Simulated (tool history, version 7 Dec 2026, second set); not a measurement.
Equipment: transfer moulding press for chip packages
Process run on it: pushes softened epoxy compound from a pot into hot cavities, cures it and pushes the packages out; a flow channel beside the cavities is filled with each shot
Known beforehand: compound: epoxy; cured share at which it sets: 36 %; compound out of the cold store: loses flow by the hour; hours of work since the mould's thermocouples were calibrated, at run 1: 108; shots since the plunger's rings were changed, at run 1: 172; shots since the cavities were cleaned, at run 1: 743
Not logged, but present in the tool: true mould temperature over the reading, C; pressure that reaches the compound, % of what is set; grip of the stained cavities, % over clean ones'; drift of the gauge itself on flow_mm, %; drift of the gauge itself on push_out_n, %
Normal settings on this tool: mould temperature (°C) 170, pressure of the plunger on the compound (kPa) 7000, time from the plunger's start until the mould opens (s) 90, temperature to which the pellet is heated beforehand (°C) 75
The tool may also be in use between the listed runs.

| run | hour | mould temperature (°C) | pressure of the plunger on the compound (kPa) | time from the plunger's start until the mould opens (s) | temperature to which the pellet is heated beforehand (°C) | hours of work since the mould's thermocouples were calibrated | shots since the plunger's rings were changed | shots since the cavities were cleaned | incoming compound's hours out of the cold store | length that the compound runs in the flow channel (mm) | greatest force on the pins that push the packages out (N) |
|---|---|---|---|---|---|---|---|---|---|---|---|
| 1 | 0.0 | 170 | 7000 | 90 | 75 | 108 | 172 | 743 | 10.9 | 612 | 881 |
| 2 | 12.4 | 170 | 7000 | 90 | 75 | 114 | 309 | 880 | 24.1 | 567 | 897 |
|  | 15.5 | cavities cleaned with cleaning compound and waxed |
| 3 | 20.9 | 170 | 7000 | 90 | 77 | 118 | 386 | 59 | 41.3 | 518 | 513 |
| 4 | 30.9 | 170 | 7000 | 90 | 77 | 123 | 497 | 170 | 31.1 | 546 | 602 |
| 5 | 36.5 | 170 | 7000 | 90 | 77 | 126 | 559 | 232 | 45.2 | 515 | 604 |
| 6 | 46.1 | 170 | 7000 | 90 | 75 | 131 | 666 | 339 | 47.0 | 508 | 670 |
| 7 | 56.7 | 170 | 7000 | 90 | 75 | 136 | 783 | 456 | 20.7 | 574 | 776 |
| 8 | 66.3 | 170 | 7000 | 90 | 84 | 141 | 889 | 562 | 40.0 | 523 | 763 |
| 9 | 75.1 | 170 | 7000 | 90 | 84 | 146 | 987 | 660 | 23.4 | 558 | 823 |
| 10 | 86.9 | 170 | 7000 | 90 | 84 | 152 | 1116 | 789 | 43.6 | 507 | 786 |
|  | 98.9 | cavities cleaned with cleaning compound and waxed |
| 11 | 101.0 | 170 | 7000 | 90 | 75 | 158 | 1257 | 25 | 14.0 | 588 | 501 |
| 12 | 111.6 | 170 | 7000 | 90 | 75 | 164 | 1374 | 142 | 23.5 | 557 | 571 |
| 13 | 117.1 | 170 | 7000 | 90 | 80 | 167 | 1434 | 202 | 19.6 | 564 | 595 |
| 14 | 125.7 | 170 | 7000 | 90 | 80 | 171 | 1530 | 298 | 37.6 | 528 | 664 |
| 15 | 134.4 | 170 | 7000 | 73 | 70 | 175 | 1625 | 393 | 25.3 | 550 | 1210 |
| 16 | 145.9 | 170 | 7000 | 73 | 72 | 181 | 1753 | 521 | 37.8 | 517 | 1169 |
| 17 | 153.2 | 170 | 7000 | 73 | 72 | 185 | 1834 | 602 | 10.0 | 596 | 1431 |
| 18 | 160.0 | 170 | 7560 | 105 | 69 | 189 | 1908 | 676 | 22.4 | 571 | 706 |
| 19 | 172.0 | 177 | 5250 | 125 | 66 | 195 | 2042 | 810 | 25.2 | 460 | 679 |
|  | 181.7 | cavities cleaned with cleaning compound and waxed |
| 20 | 182.4 | 170 | 7000 | 126 | 75 | 199 | 2140 | 8 | 35.0 | 519 | 352 |
| 21 | 187.7 | 170 | 8180 | 104 | 68 | 202 | 2199 | 67 | 20.0 | 609 | 450 |
| 22 | 199.3 | 171 | 6030 | 92 | 81 | 208 | 2327 | 195 | 39.4 | 472 | 551 |
| 23 | 205.9 | 171 | 6030 | 92 | 81 | 211 | 2400 | 268 | 13.3 | 524 | 613 |
| 24 | 216.9 | 170 | 7000 | 120 | 80 | 217 | 2522 | 390 | 28.8 | 536 | 549 |
| 25 | 229.3 | 170 | 7000 | 120 | 80 | 223 | 2658 | 526 | 28.8 | 530 | 601 |
| 26 | 240.7 | 170 | 7000 | 120 | 80 | 229 | 2785 | 653 | 34.1 | 519 | 617 |
| 27 | 247.9 | 170 | 6380 | 90 | 78 | 233 | 2864 | 732 | 8.9 | 555 | 855 |

Measured less the same run without the tool's hidden state. The same run-to-run variation is in both; the gauge's scatter may not be:
| run | length that the compound runs in the flow channel (mm) | greatest force on the pins that push the packages out (N) |
|---|---|---|
| 1 | -2 | +403 |
| 2 | -4 | +429 |
| 3 | -4 | +56 |
| 4 | -6 | +139 |
| 5 | -6 | +168 |
| 6 | -7 | +228 |
| 7 | -9 | +302 |
| 8 | -10 | +322 |
| 9 | -11 | +365 |
| 10 | -12 | +368 |
| 11 | -16 | +23 |
| 12 | -16 | +118 |
| 13 | -17 | +152 |
| 14 | -17 | +214 |
| 15 | -18 | +442 |
| 16 | -19 | +476 |
| 17 | -22 | +609 |
| 18 | -23 | +317 |
| 19 | -19 | +320 |
| 20 | -23 | +14 |
| 21 | -27 | +56 |
| 22 | -23 | +141 |
| 23 | -27 | +187 |
| 24 | -28 | +203 |
| 25 | -30 | +252 |
| 26 | -31 | +274 |
| 27 | -34 | +387 |
